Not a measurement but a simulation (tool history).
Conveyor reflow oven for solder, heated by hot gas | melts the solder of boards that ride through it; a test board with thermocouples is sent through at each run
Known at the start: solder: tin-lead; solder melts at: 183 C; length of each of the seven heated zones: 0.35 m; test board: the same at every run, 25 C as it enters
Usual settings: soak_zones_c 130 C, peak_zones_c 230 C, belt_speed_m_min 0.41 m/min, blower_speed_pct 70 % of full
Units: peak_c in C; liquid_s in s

run	hour	soak_zones_c	peak_zones_c	belt_speed_m_min	blower_speed_pct	peak_c	liquid_s
1	0	130	230	0.41	70	211.7	67
2	11.9	130	230	0.41	70	211.4	67.2
3	23.9	130	230	0.41	70	211.7	66.7
4	36.4	125	230	0.41	70	210.5	63.6
5	49.6	125	230	0.41	70	210.5	63.3
6	57.4	125	230	0.41	70	210.5	63.3
7	65.1	130	230	0.41	70	211.1	66.5
# hour 71.4: flux residue cleaned out of gas plates and filters
8	77.4	130	230	0.41	70	213	69.1
9	90.1	130	230	0.41	70	213.1	69
10	103.4	130	230	0.41	70	212.9	69.4
11	110.2	130	230	0.41	80	214.6	71.5
12	116.9	130	230	0.41	80	214.6	71.6
13	125.3	130	230	0.41	80	214.5	71.6
14	133.7	130	244	0.41	70	225.4	81.3
15	142.7	120	240	0.41	70	219.9	72.4
16	149.7	141	243	0.41	70	225.9	86.8
17	157.1	130	224	0.333	65	212.3	87
18	171.4	145	232	0.432	70	215.4	74.7
19	177.7	145	232	0.432	70	215.5	74.4
20	190.2	130	232	0.347	86	221.3	94.9
21	203.1	130	232	0.347	86	221.2	94.4
22	212.4	124	232	0.347	84	220.6	90.7
23	223	130	230	0.41	87	215.1	72.2
24	228.9	144	230	0.41	71	215	77.9
25	239.4	130	225	0.418	70	207.1	60.6
26	249	130	240	0.44	70	218.5	69.2
27	259.6	130	240	0.44	70	218.1	69.2
28	265.7	130	240	0.44	70	218.4	68.9

4 ways to go on from here, each from the tool as it stands after run 28. What would each give?
A	272.6	140	236	0.44	85	?	?
B	272.6	125	230	0.41	80	?	?
C	272.6	141	236	0.44	63	?	?
D	272.6	143	226	0.44	68	?	?

run	peak_c	liquid_s
A	219.3	74.8
B	212.9	67.5
C	215.6	70.7
D	208.2	63.8
Without the tool's hidden state the same runs would have given:
run	peak_c	liquid_s
A	221.1	76
B	214.7	69.4
C	217.2	72.1
D	209.8	65.6
